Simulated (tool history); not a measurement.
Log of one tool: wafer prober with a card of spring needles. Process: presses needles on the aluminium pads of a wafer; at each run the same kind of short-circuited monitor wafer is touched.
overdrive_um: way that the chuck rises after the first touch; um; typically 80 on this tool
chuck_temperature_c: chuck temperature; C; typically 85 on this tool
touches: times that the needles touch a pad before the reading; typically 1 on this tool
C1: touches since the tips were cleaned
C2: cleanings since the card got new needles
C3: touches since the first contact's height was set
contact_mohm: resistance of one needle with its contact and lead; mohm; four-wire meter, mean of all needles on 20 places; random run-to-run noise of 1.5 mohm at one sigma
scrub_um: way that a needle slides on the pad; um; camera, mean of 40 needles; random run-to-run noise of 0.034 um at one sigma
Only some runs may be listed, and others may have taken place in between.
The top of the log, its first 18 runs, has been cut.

{"hour": 484.0, "done": "tips cleaned on abrasive film"}
{"hour": 499.4, "done": "tips cleaned on abrasive film"}
{"hour": 517.5, "done": "tips cleaned on abrasive film"}
{"run": 19, "hour": 520.3, "overdrive_um": 94, "chuck_temperature_c": 29, "touches": 1, "C1": 1258, "C2": 95, "C3": 210780, "contact_mohm": 151, "scrub_um": 14.89}
{"hour": 534.9, "done": "tips cleaned on abrasive film"}
{"hour": 552.7, "done": "tips cleaned on abrasive film"}
{"run": 20, "hour": 553.3, "overdrive_um": 80, "chuck_temperature_c": 85, "touches": 1, "C1": 266, "C2": 97, "C3": 225137, "contact_mohm": 154, "scrub_um": 12.6}
{"hour": 568.8, "done": "tips cleaned on abrasive film"}
{"hour": 584.0, "done": "tips cleaned on abrasive film"}
{"run": 21, "hour": 584.0, "overdrive_um": 63, "chuck_temperature_c": 53, "touches": 2, "C1": 0, "C2": 99, "C3": 238467, "contact_mohm": 146, "scrub_um": 9.83}
{"hour": 601.0, "done": "tips cleaned on abrasive film"}
{"hour": 611.5, "done": "height of the first contact set anew"}
{"hour": 618.0, "done": "tips cleaned on abrasive film"}
{"run": 22, "hour": 626.2, "overdrive_um": 68, "chuck_temperature_c": 33, "touches": 2, "C1": 3573, "C2": 101, "C3": 6373, "contact_mohm": 170, "scrub_um": 11.02}
{"hour": 636.6, "done": "tips cleaned on abrasive film"}
{"hour": 654.2, "done": "tips cleaned on abrasive film"}
{"run": 23, "hour": 663.6, "overdrive_um": 68, "chuck_temperature_c": 33, "touches": 2, "C1": 4108, "C2": 103, "C3": 22671, "contact_mohm": 169, "scrub_um": 11.06}
{"hour": 672.5, "done": "tips cleaned on abrasive film"}
{"run": 24, "hour": 683.6, "overdrive_um": 96, "chuck_temperature_c": 85, "touches": 1, "C1": 4884, "C2": 104, "C3": 31409, "contact_mohm": 173, "scrub_um": 15.61}
{"hour": 689.6, "done": "tips cleaned on abrasive film"}
{"hour": 707.4, "done": "tips cleaned on abrasive film"}
{"run": 25, "hour": 712.6, "overdrive_um": 96, "chuck_temperature_c": 73, "touches": 1, "C1": 2298, "C2": 106, "C3": 44031, "contact_mohm": 159, "scrub_um": 15.51}
{"hour": 725.2, "done": "tips cleaned on abrasive film"}
{"hour": 742.6, "done": "tips cleaned on abrasive film"}
{"run": 26, "hour": 752.0, "overdrive_um": 96, "chuck_temperature_c": 124, "touches": 2, "C1": 4106, "C2": 108, "C3": 61181, "contact_mohm": 165, "scrub_um": 15.5}
{"hour": 760.6, "done": "tips cleaned on abrasive film"}
{"hour": 777.0, "done": "tips cleaned on abrasive film"}
{"run": 27, "hour": 782.1, "overdrive_um": 96, "chuck_temperature_c": 124, "touches": 2, "C1": 2231, "C2": 110, "C3": 74263, "contact_mohm": 158, "scrub_um": 15.53}
{"hour": 795.3, "done": "tips cleaned on abrasive film"}
{"hour": 812.1, "done": "tips cleaned on abrasive film"}
{"run": 28, "hour": 812.1, "overdrive_um": 100, "chuck_temperature_c": 35, "touches": 2, "C1": 0, "C2": 112, "C3": 87308, "contact_mohm": 134, "scrub_um": 16.17}
{"hour": 829.2, "done": "tips cleaned on abrasive film"}
{"hour": 846.5, "done": "tips cleaned on abrasive film"}
{"run": 29, "hour": 849.8, "overdrive_um": 80, "chuck_temperature_c": 86, "touches": 1, "C1": 1433, "C2": 114, "C3": 103743, "contact_mohm": 166, "scrub_um": 12.83}
{"hour": 863.2, "done": "tips cleaned on abrasive film"}
{"hour": 880.2, "done": "tips cleaned on abrasive film"}
{"run": 30, "hour": 891.9, "overdrive_um": 80, "chuck_temperature_c": 86, "touches": 1, "C1": 5133, "C2": 116, "C3": 122115, "contact_mohm": 192, "scrub_um": 12.8}

5 options for the next run, each taken on its own from the tool as it stands now. Forecast them:
{"hour": 895.8, "done": "tips cleaned on abrasive film"}
{"run": "A", "hour": 910.9, "overdrive_um": 80, "chuck_temperature_c": 105, "touches": 1, "C1": 6595, "C2": 117, "C3": 130362, "contact_mohm": "?", "scrub_um": "?"}
{"hour": 895.8, "done": "tips cleaned on abrasive film"}
{"run": "B", "hour": 910.9, "overdrive_um": 80, "chuck_temperature_c": 86, "touches": 1, "C1": 6595, "C2": 117, "C3": 130362, "contact_mohm": "?", "scrub_um": "?"}
{"hour": 895.8, "done": "tips cleaned on abrasive film"}
{"run": "C", "hour": 910.9, "overdrive_um": 75, "chuck_temperature_c": 41, "touches": 2, "C1": 6595, "C2": 117, "C3": 130362, "contact_mohm": "?", "scrub_um": "?"}
{"hour": 895.8, "done": "tips cleaned on abrasive film"}
{"run": "D", "hour": 910.9, "overdrive_um": 80, "chuck_temperature_c": 85, "touches": 1, "C1": 6595, "C2": 117, "C3": 130362, "contact_mohm": "?", "scrub_um": "?"}
{"hour": 895.8, "done": "tips cleaned on abrasive film"}
{"run": "E", "hour": 910.9, "overdrive_um": 85, "chuck_temperature_c": 69, "touches": 3, "C1": 6595, "C2": 117, "C3": 130362, "contact_mohm": "?", "scrub_um": "?"}

run=A contact_mohm=191 scrub_um=12.79
run=B contact_mohm=191 scrub_um=12.81
run=C contact_mohm=171 scrub_um=12.04
run=D contact_mohm=191 scrub_um=12.77
run=E contact_mohm=156 scrub_um=13.57
With the hidden condition removed and each run's random variation left untouched, the same runs would have given:
run=A contact_mohm=145 scrub_um=12.98
run=B contact_mohm=143 scrub_um=12.99
run=C contact_mohm=136 scrub_um=12.22
run=D contact_mohm=143 scrub_um=12.95
run=E contact_mohm=139 scrub_um=13.75

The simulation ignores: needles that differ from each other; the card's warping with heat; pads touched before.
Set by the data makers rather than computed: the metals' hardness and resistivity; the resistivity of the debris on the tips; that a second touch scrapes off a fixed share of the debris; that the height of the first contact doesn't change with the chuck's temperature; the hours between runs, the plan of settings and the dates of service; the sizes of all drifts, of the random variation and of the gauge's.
